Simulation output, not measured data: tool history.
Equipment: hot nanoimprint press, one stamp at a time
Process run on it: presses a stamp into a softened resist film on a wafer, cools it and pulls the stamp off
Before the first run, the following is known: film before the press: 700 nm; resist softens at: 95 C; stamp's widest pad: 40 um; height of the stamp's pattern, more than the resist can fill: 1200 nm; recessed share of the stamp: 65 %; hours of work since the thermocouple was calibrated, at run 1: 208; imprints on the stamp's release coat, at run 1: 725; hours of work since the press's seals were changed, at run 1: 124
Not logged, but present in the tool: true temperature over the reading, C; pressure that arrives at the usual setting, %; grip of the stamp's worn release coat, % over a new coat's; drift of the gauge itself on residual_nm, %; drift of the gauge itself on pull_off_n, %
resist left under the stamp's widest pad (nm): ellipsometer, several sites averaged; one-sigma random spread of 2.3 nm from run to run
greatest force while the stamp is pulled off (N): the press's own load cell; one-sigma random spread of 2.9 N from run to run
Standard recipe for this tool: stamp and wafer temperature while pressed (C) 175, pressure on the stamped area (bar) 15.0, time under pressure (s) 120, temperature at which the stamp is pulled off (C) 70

run,hour,stamp and wafer temperature while pressed (C),pressure on the stamped area (bar),time under pressure (s),temperature at which the stamp is pulled off (C),hours of work since the thermocouple was calibrated,imprints on the stamp's release coat,hours of work since the press's seals were changed,resist left under the stamp's widest pad (nm),greatest force while the stamp is pulled off (N)
1,0.0,175,15.0,120,70,208,725,124,372.6,176
2,5.1,175,15.0,120,70,211,750,127,372.6,180
3,13.0,175,15.0,120,70,217,789,133,369.5,177
4,20.7,175,15.0,153,70,222,827,138,346.0,173
5,28.5,175,15.0,120,55,227,866,143,370.3,236
6,33.0,175,15.0,120,55,230,888,147,370.1,239
7,39.5,175,15.0,120,55,235,921,151,376.7,238
8,48.7,175,15.0,120,55,241,966,157,371.5,237
9,55.9,175,15.0,120,55,246,1002,162,368.7,242
10,61.9,175,15.0,120,55,250,1032,166,369.6,253
11,67.7,175,15.0,120,55,254,1061,170,373.2,258
12,73.5,175,15.0,120,55,258,1090,174,372.7,248
13,79.2,175,15.0,120,70,262,1118,178,371.6,191
14,85.6,169,15.0,120,70,266,1150,183,452.3,200
15,89.9,169,15.0,120,70,269,1171,185,452.2,202
16,96.1,175,15.0,65,70,274,1202,190,443.9,191
17,103.1,175,15.0,65,70,278,1237,194,445.6,207
18,110.5,175,15.0,65,70,283,1273,200,443.6,202
19,118.4,184,10.6,120,69,289,1313,205,341.3,207
20,122.9,184,10.6,120,69,292,1335,208,339.1,211
21,131.8,164,16.0,231,57,298,1379,214,431.9,260
# hour 135.3: plate thermocouple calibrated
22,142.3,164,16.0,231,57,5,1416,219,437.5,269
23,150.8,164,16.0,74,75,11,1459,225,560.4,194
# hour 161.9: plate thermocouple calibrated, once more
24,162.7,176,15.0,153,70,1,1503,231,334.2,211
25,168.9,176,17.2,146,63,5,1533,235,314.6,241
26,175.9,176,17.2,146,63,10,1569,240,313.7,243
27,180.1,175,9.5,209,63,12,1589,243,394.0,240
28,187.8,175,9.5,209,63,18,1628,248,394.9,248
29,195.6,178,10.3,68,64,23,1666,254,472.8,259
30,199.7,178,13.1,68,64,26,1687,256,423.7,251

What differs in the tool's unlogged condition from the final listed run ahead of each entry between runs to the first listed run following it?
Logged between run 21 and run 22: plate thermocouple calibrated (hour 135.3)
  true temperature over the reading, C: -0.47 -> -0.69; pressure that arrives at the usual setting, %: 98.11 -> 98.07; grip of the stamp's worn release coat, % over a new coat's: 50.6 -> 52.1
  measured minus no-state result, resist left under the stamp's widest pad (nm): +10.8 -> +14.1; greatest force while the stamp is pulled off (N): +89 -> +94
Logged between run 23 and run 24: plate thermocouple calibrated, once more (hour 161.9)
  true temperature over the reading, C: -0.7 -> -0.05; pressure that arrives at the usual setting, %: 98.02 -> 97.97; grip of the stamp's worn release coat, % over a new coat's: 53.8 -> 55.6
  measured minus no-state result, resist left under the stamp's widest pad (nm): +11.8 -> +4.3; greatest force while the stamp is pulled off (N): +70 -> +75

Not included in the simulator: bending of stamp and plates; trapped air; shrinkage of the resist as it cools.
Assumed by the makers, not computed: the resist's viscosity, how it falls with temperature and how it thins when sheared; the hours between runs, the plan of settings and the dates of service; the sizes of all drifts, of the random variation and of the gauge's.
